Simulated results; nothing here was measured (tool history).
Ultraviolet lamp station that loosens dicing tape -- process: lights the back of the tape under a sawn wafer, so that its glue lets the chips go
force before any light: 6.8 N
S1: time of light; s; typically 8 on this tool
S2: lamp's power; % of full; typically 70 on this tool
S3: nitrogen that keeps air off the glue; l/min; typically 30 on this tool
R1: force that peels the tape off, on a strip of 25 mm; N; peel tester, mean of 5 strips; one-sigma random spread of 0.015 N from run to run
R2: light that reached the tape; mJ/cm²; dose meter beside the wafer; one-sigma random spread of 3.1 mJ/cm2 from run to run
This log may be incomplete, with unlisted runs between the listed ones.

| run | hour | S1 | S2 | S3 | R1 | R2 |
|---|---|---|---|---|---|---|
| 1 | 0.0 | 8 | 70 | 30 | 0.976 | 400 |
| 2 | 9.7 | 7 | 70 | 30 | 1.240 | 354 |
| 3 | 18.1 | 7 | 70 | 30 | 1.259 | 352 |
| 4 | 34.5 | 8 | 70 | 30 | 0.990 | 398 |
| 5 | 49.9 | 8 | 70 | 30 | 0.993 | 399 |
| 6 | 58.2 | 8 | 70 | 14 | 1.402 | 396 |
| 7 | 70.1 | 8 | 70 | 14 | 1.396 | 399 |
| 8 | 79.3 | 8 | 70 | 14 | 1.382 | 397 |
| 9 | 89.2 | 8 | 70 | 30 | 1.033 | 394 |
| 10 | 103.1 | 8 | 70 | 30 | 1.017 | 391 |
| 11 | 114.2 | 8 | 70 | 44 | 0.891 | 390 |
| 12 | 130.1 | 8 | 70 | 44 | 0.903 | 388 |
| 13 | 145.8 | 8 | 87 | 30 | 0.691 | 484 |
| 14 | 156.0 | 8 | 87 | 30 | 0.718 | 487 |
| 15 | 162.8 | 8 | 70 | 30 | 1.066 | 388 |
| 16 | 173.7 | 8 | 70 | 30 | 1.043 | 392 |
| 17 | 182.2 | 8 | 70 | 30 | 1.058 | 390 |
| 18 | 196.9 | 8 | 73 | 30 | 0.940 | 407 |
| 19 | 205.0 | 8 | 73 | 30 | 0.985 | 402 |
| 20 | 214.1 | 8 | 70 | 30 | 1.066 | 383 |
| 21 | 228.7 | 8 | 70 | 10 | 1.697 | 382 |
| 22 | 236.3 | 8 | 70 | 10 | 1.694 | 381 |
| 23 | 251.8 | 15 | 82 | 33 | 0.207 | 843 |
| 24 | 263.8 | 4 | 97 | 29 | 1.848 | 269 |
| 25 | 273.4 | 11 | 61 | 30 | 0.757 | 456 |
| 26 | 281.3 | 6 | 84 | 12 | 1.760 | 341 |
| 27 | 290.2 | 6 | 84 | 12 | 1.906 | 342 |
|  | 302.3 | window cleaned of glue's vapour |
| 28 | 302.3 | 6 | 84 | 12 | 1.495 | 404 |
| 29 | 317.0 | 14 | 84 | 51 | 0.155 | 938 |
| 30 | 326.2 | 7 | 84 | 36 | 0.690 | 462 |
| 31 | 340.0 | 8 | 69 | 42 | 0.753 | 436 |
| 32 | 355.7 | 6 | 76 | 10 | 1.883 | 357 |
| 33 | 371.6 | 6 | 60 | 10 | 2.359 | 283 |
| 34 | 386.4 | 15 | 60 | 15 | 0.439 | 707 |
| 35 | 397.0 | 11 | 85 | 25 | 0.308 | 736 |
| 36 | 406.7 | 5 | 88 | 51 | 1.098 | 340 |
| 37 | 414.3 | 5 | 78 | 45 | 1.366 | 306 |
| 38 | 427.3 | 5 | 78 | 45 | 1.366 | 301 |
| 39 | 438.8 | 5 | 78 | 45 | 1.434 | 303 |
| 40 | 449.3 | 5 | 78 | 45 | 1.394 | 304 |
| 41 | 463.1 | 8 | 70 | 30 | 0.856 | 429 |
| 42 | 469.8 | 8 | 70 | 15 | 1.205 | 431 |
| 43 | 485.5 | 8 | 70 | 15 | 1.214 | 430 |
| 44 | 494.3 | 8 | 70 | 15 | 1.163 | 426 |

Predict each of these 4 candidate next runs independently; none follows another, all start after run 44:
| A | 510.6 | 6 | 88 | 27 | ? | ? |
| B | 510.6 | 12 | 69 | 11 | ? | ? |
| C | 510.6 | 6 | 70 | 15 | ? | ? |
| D | 510.6 | 8 | 70 | 12 | ? | ? |

| run | R1 | R2 |
|---|---|---|
| A | 1.071 | 404 |
| B | 0.696 | 638 |
| C | 1.824 | 322 |
| D | 1.346 | 429 |
Without the tool's hidden state the same runs would have given:
| run | R1 | R2 |
|---|---|---|
| A | 0.891 | 447 |
| B | 0.563 | 705 |
| C | 1.596 | 356 |
| D | 1.143 | 475 |

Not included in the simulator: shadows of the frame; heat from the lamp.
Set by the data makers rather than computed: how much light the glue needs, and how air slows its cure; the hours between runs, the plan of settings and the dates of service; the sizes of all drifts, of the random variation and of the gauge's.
